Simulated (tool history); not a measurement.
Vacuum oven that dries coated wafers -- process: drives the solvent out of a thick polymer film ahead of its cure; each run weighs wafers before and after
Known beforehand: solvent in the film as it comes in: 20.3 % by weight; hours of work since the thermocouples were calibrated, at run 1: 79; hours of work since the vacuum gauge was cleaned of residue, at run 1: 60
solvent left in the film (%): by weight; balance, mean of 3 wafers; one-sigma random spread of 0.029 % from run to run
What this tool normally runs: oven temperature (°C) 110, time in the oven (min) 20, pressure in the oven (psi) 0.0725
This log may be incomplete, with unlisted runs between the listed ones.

run	hour	oven temperature (°C)	time in the oven (min)	pressure in the oven (psi)	hours of work since the thermocouples were calibrated	hours of work since the vacuum gauge was cleaned of residue	solvent left in the film (%)
1	0.0	110	20	0.0725	79	60	5.03
2	8.3	110	10	0.0725	84	64	9.01
3	22.6	110	20	0.0725	91	72	5.07
4	29.7	110	20	0.1694	95	76	5.49
5	39.1	110	20	0.1694	100	81	5.41
6	50.8	110	20	0.1694	106	87	5.48
7	60.4	110	20	0.1694	111	92	5.45
8	71.8	99	20	0.0725	117	98	8.02
9	86.3	110	20	0.0725	125	106	5.05
10	95.5	110	20	0.0725	130	111	5.05
11	109.4	110	20	0.0725	137	118	5.02
12	122.3	110	20	0.0725	144	125	4.99
13	134.6	110	20	0.0725	151	131	5.02
14	147.7	110	20	0.0725	158	138	5.02
15	159.8	110	20	0.0725	164	145	5.06
16	168.2	110	20	0.0725	169	149	5.01
17	180.2	116	19	0.0525	175	156	3.71
18	190.5	121	24	0.0725	180	161	1.77
19	197.8	121	24	0.0725	184	165	1.78
20	211.9	121	31	0.0716	192	173	1.06
21	222.6	115	20	0.1762	198	178	4.23
22	232.1	116	32	0.1659	203	183	2.01
23	245.6	116	18	0.0793	210	190	4.17
24	255.1	123	20	0.2699	215	196	2.82
25	263.0	123	20	0.2699	219	200	2.86
26	272.0	123	20	0.2699	224	205	2.84
27	282.8	118	15	0.1909	230	210	5.01
28	296.0	123	18	0.0725	237	217	2.62
29	307.6	123	18	0.0725	243	223	2.55
30	319.9	123	18	0.0725	249	230	2.56
31	330.0	123	18	0.0725	255	235	2.60
32	345.2	109	20	0.0725	263	243	5.33

5 options for the next run, each taken on its own from the tool as it stands now. Forecast them:
A	356.7	109	20	0.0725	269	250	?
B	356.7	104	20	0.0725	269	250	?
C	356.7	109	10	0.0822	269	250	?
D	356.7	108	27	0.0725	269	250	?
E	356.7	109	20	0.0490	269	250	?

run	solvent left in the film (%)
A	5.32
B	6.66
C	9.33
D	3.86
E	5.16
Had the tool no hidden state, the same runs would have come out as:
run	solvent left in the film (%)
A	5.07
B	6.41
C	9.12
D	3.63
E	4.92

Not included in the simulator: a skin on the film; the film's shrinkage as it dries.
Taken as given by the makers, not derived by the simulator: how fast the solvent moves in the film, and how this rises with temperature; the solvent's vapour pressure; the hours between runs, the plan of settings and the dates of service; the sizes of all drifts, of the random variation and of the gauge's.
